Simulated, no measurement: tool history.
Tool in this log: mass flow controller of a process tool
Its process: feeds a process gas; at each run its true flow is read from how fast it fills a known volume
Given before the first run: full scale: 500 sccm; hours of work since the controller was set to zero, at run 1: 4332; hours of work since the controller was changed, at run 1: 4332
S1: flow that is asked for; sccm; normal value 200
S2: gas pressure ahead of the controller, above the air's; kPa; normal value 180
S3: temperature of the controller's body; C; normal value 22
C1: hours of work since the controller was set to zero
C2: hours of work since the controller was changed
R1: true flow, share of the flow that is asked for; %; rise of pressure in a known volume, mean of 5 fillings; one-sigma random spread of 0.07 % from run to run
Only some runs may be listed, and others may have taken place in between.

{"run": 1, "hour": 0.0, "S1": 200, "S2": 180, "S3": 22, "C1": 4332, "C2": 4332, "R1": 98.31}
{"run": 2, "hour": 149.9, "S1": 200, "S2": 180, "S3": 22, "C1": 4397, "C2": 4397, "R1": 98.09}
{"run": 3, "hour": 356.6, "S1": 161, "S2": 180, "S3": 22, "C1": 4485, "C2": 4485, "R1": 98.29}
{"run": 4, "hour": 519.4, "S1": 161, "S2": 180, "S3": 22, "C1": 4555, "C2": 4555, "R1": 98.23}
{"run": 5, "hour": 723.2, "S1": 161, "S2": 180, "S3": 22, "C1": 4643, "C2": 4643, "R1": 98.46}
{"run": 6, "hour": 913.3, "S1": 161, "S2": 180, "S3": 22, "C1": 4724, "C2": 4724, "R1": 98.14}
{"run": 7, "hour": 1062.6, "S1": 161, "S2": 180, "S3": 22, "C1": 4788, "C2": 4788, "R1": 98.16}
{"run": 8, "hour": 1276.8, "S1": 53, "S2": 180, "S3": 22, "C1": 4880, "C2": 4880, "R1": 99.85}
{"run": 9, "hour": 1509.3, "S1": 200, "S2": 180, "S3": 22, "C1": 4980, "C2": 4980, "R1": 98.22}
{"run": 10, "hour": 1763.4, "S1": 200, "S2": 180, "S3": 29, "C1": 5089, "C2": 5089, "R1": 98.82}
{"run": 11, "hour": 2008.5, "S1": 200, "S2": 180, "S3": 22, "C1": 5194, "C2": 5194, "R1": 98.13}
{"run": 12, "hour": 2267.3, "S1": 200, "S2": 180, "S3": 22, "C1": 5305, "C2": 5305, "R1": 97.95}
{"run": 13, "hour": 2439.2, "S1": 200, "S2": 180, "S3": 22, "C1": 5379, "C2": 5379, "R1": 98.02}
{"run": 14, "hour": 2618.3, "S1": 200, "S2": 180, "S3": 22, "C1": 5455, "C2": 5455, "R1": 97.98}
{"hour": 2723.1, "done": "controller's zero set anew"}
{"run": 15, "hour": 2825.9, "S1": 230, "S2": 180, "S3": 22, "C1": 44, "C2": 5544, "R1": 97.43}
{"run": 16, "hour": 3062.8, "S1": 200, "S2": 166, "S3": 22, "C1": 146, "C2": 5646, "R1": 97.39}
{"run": 17, "hour": 3241.6, "S1": 200, "S2": 180, "S3": 22, "C1": 222, "C2": 5723, "R1": 97.42}
{"run": 18, "hour": 3510.3, "S1": 200, "S2": 180, "S3": 22, "C1": 338, "C2": 5838, "R1": 97.37}
{"run": 19, "hour": 3744.2, "S1": 200, "S2": 180, "S3": 22, "C1": 438, "C2": 5938, "R1": 97.24}
{"run": 20, "hour": 3853.9, "S1": 200, "S2": 180, "S3": 22, "C1": 485, "C2": 5985, "R1": 97.24}
{"run": 21, "hour": 4009.6, "S1": 151, "S2": 180, "S3": 22, "C1": 552, "C2": 6052, "R1": 97.34}
{"run": 22, "hour": 4158.9, "S1": 151, "S2": 180, "S3": 22, "C1": 616, "C2": 6116, "R1": 97.24}
{"run": 23, "hour": 4313.2, "S1": 200, "S2": 180, "S3": 22, "C1": 682, "C2": 6182, "R1": 97.23}
{"run": 24, "hour": 4423.6, "S1": 200, "S2": 180, "S3": 22, "C1": 729, "C2": 6230, "R1": 97.06}
{"run": 25, "hour": 4547.4, "S1": 70, "S2": 166, "S3": 22, "C1": 782, "C2": 6283, "R1": 97.34}
{"run": 26, "hour": 4801.0, "S1": 70, "S2": 166, "S3": 22, "C1": 891, "C2": 6391, "R1": 97.45}
{"run": 27, "hour": 4960.8, "S1": 132, "S2": 157, "S3": 21, "C1": 960, "C2": 6460, "R1": 97.18}
{"run": 28, "hour": 5134.5, "S1": 200, "S2": 186, "S3": 24, "C1": 1034, "C2": 6534, "R1": 97.35}
{"run": 29, "hour": 5377.1, "S1": 200, "S2": 186, "S3": 24, "C1": 1138, "C2": 6639, "R1": 97.41}
{"run": 30, "hour": 5503.8, "S1": 200, "S2": 208, "S3": 22, "C1": 1193, "C2": 6693, "R1": 97.27}
{"run": 31, "hour": 5625.1, "S1": 200, "S2": 208, "S3": 22, "C1": 1245, "C2": 6745, "R1": 97.27}
{"run": 32, "hour": 5798.6, "S1": 200, "S2": 208, "S3": 22, "C1": 1319, "C2": 6819, "R1": 97.09}
{"run": 33, "hour": 5933.2, "S1": 200, "S2": 208, "S3": 22, "C1": 1377, "C2": 6877, "R1": 97.19}
{"run": 34, "hour": 6043.8, "S1": 200, "S2": 249, "S3": 24, "C1": 1424, "C2": 6924, "R1": 97.47}
{"run": 35, "hour": 6170.6, "S1": 89, "S2": 226, "S3": 25, "C1": 1479, "C2": 6979, "R1": 97.72}
{"run": 36, "hour": 6407.6, "S1": 146, "S2": 146, "S3": 35, "C1": 1580, "C2": 7080, "R1": 98.44}
{"hour": 6462.8, "done": "controller exchanged for a calibrated one"}
{"run": 37, "hour": 6526.5, "S1": 143, "S2": 180, "S3": 24, "C1": 27, "C2": 27, "R1": 99.03}
{"run": 38, "hour": 6680.8, "S1": 493, "S2": 244, "S3": 20, "C1": 93, "C2": 93, "R1": 99.45}
{"run": 39, "hour": 6817.4, "S1": 493, "S2": 202, "S3": 25, "C1": 152, "C2": 152, "R1": 99.83}
{"run": 40, "hour": 6989.1, "S1": 493, "S2": 202, "S3": 25, "C1": 226, "C2": 226, "R1": 99.9}
{"run": 41, "hour": 7122.7, "S1": 200, "S2": 168, "S3": 22, "C1": 283, "C2": 283, "R1": 98.76}
{"run": 42, "hour": 7236.9, "S1": 168, "S2": 269, "S3": 22, "C1": 332, "C2": 332, "R1": 98.88}
{"run": 43, "hour": 7355.9, "S1": 168, "S2": 269, "S3": 22, "C1": 383, "C2": 383, "R1": 98.97}
{"run": 44, "hour": 7529.6, "S1": 168, "S2": 269, "S3": 22, "C1": 458, "C2": 458, "R1": 98.98}
{"run": 45, "hour": 7671.1, "S1": 168, "S2": 269, "S3": 22, "C1": 518, "C2": 518, "R1": 98.86}
{"run": 46, "hour": 7845.9, "S1": 186, "S2": 196, "S3": 22, "C1": 593, "C2": 593, "R1": 98.69}
{"run": 47, "hour": 7995.8, "S1": 186, "S2": 196, "S3": 22, "C1": 658, "C2": 658, "R1": 98.79}

For each run, the measured value with the value that run would have given without the tool's hidden condition subtracted. The run-to-run variation is shared by both, the gauge scatter possibly not:
The hidden state here: flow at rest that the sensor doesn't see, % of full scale; true flow over the shown one, %; drift of the gauge itself on true_pct, %.
run=1 R1=-0.71
run=2 R1=-0.72
run=3 R1=-0.57
run=4 R1=-0.58
run=5 R1=-0.60
run=6 R1=-0.61
run=7 R1=-0.63
run=8 R1=+1.24
run=9 R1=-0.83
run=10 R1=-0.86
run=11 R1=-0.88
run=12 R1=-0.91
run=13 R1=-0.92
run=14 R1=-0.93
run=15 R1=-1.61
run=16 R1=-1.62
run=17 R1=-1.63
run=18 R1=-1.65
run=19 R1=-1.67
run=20 R1=-1.68
run=21 R1=-1.60
run=22 R1=-1.62
run=23 R1=-1.71
run=24 R1=-1.72
run=25 R1=-1.19
run=26 R1=-1.18
run=27 R1=-1.60
run=28 R1=-1.79
run=29 R1=-1.81
run=30 R1=-1.82
run=31 R1=-1.83
run=32 R1=-1.84
run=33 R1=-1.86
run=34 R1=-1.87
run=35 R1=-1.40
run=36 R1=-1.76
run=37 R1=-0.04
run=38 R1=-0.13
run=39 R1=-0.14
run=40 R1=-0.17
run=41 R1=-0.12
run=42 R1=-0.12
run=43 R1=-0.12
run=44 R1=-0.13
run=45 R1=-0.15
run=46 R1=-0.18
run=47 R1=-0.19
